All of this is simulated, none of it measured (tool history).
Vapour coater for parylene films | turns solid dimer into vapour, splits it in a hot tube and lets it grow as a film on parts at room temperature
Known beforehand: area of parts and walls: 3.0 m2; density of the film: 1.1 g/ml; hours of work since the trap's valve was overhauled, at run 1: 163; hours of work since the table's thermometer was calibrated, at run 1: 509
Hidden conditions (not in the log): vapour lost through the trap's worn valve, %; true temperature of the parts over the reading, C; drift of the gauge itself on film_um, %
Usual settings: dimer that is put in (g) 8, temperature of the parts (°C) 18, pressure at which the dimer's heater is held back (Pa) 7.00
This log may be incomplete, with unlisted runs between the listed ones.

| run | hour | dimer that is put in (g) | temperature of the parts (°C) | pressure at which the dimer's heater is held back (Pa) | hours of work since the trap's valve was overhauled | hours of work since the table's thermometer was calibrated | thickness of the film (nm) |
|---|---|---|---|---|---|---|---|
| 1 | 0.0 | 8 | 18 | 7.00 | 163 | 509 | 1500 |
| 2 | 20.0 | 8 | 18 | 7.00 | 180 | 527 | 1600 |
| 3 | 38.3 | 8 | 18 | 7.00 | 197 | 543 | 1550 |
| 4 | 58.0 | 8 | 18 | 10.44 | 214 | 560 | 1480 |
| 5 | 87.5 | 8 | 18 | 4.75 | 240 | 586 | 1670 |
| 6 | 114.2 | 8 | 18 | 7.00 | 264 | 610 | 1570 |
| 7 | 139.1 | 8 | 18 | 4.51 | 286 | 632 | 1690 |
| 8 | 155.3 | 8 | 18 | 4.51 | 300 | 647 | 1680 |
| 9 | 170.9 | 8 | 18 | 4.51 | 314 | 660 | 1660 |
| 10 | 184.9 | 9 | 18 | 7.00 | 327 | 673 | 1730 |
| 11 | 205.3 | 9 | 18 | 5.48 | 345 | 691 | 1770 |
| 12 | 230.8 | 5 | 14 | 7.99 | 367 | 713 | 1140 |
| 13 | 245.9 | 10 | 11 | 7.00 | 381 | 727 | 2620 |
| 14 | 259.0 | 10 | 11 | 7.00 | 392 | 738 | 2580 |
|  | 276.0 | trap's valve overhauled |
| 15 | 289.8 | 4 | 18 | 2.17 | 12 | 762 | 930 |
| 16 | 319.2 | 4 | 18 | 2.17 | 38 | 788 | 950 |
| 17 | 331.5 | 11 | 18 | 7.72 | 49 | 799 | 2130 |
| 18 | 349.8 | 11 | 26 | 5.90 | 65 | 815 | 1580 |
| 19 | 372.0 | 8 | 11 | 7.00 | 85 | 835 | 2080 |

3 options for the next run, each taken on its own from the tool as it stands now. Forecast them:
| A | 396.8 | 3 | 12 | 2.86 | 107 | 857 | ? |
| B | 396.8 | 8 | 11 | 7.00 | 107 | 857 | ? |
| C | 396.8 | 13 | 18 | 8.01 | 107 | 857 | ? |

| run | thickness of the film (nm) |
|---|---|
| A | 860 |
| B | 2090 |
| C | 2460 |
Without the tool's hidden state the same runs would have given:
| run | thickness of the film (nm) |
|---|---|
| A | 860 |
| B | 2090 |
| C | 2460 |

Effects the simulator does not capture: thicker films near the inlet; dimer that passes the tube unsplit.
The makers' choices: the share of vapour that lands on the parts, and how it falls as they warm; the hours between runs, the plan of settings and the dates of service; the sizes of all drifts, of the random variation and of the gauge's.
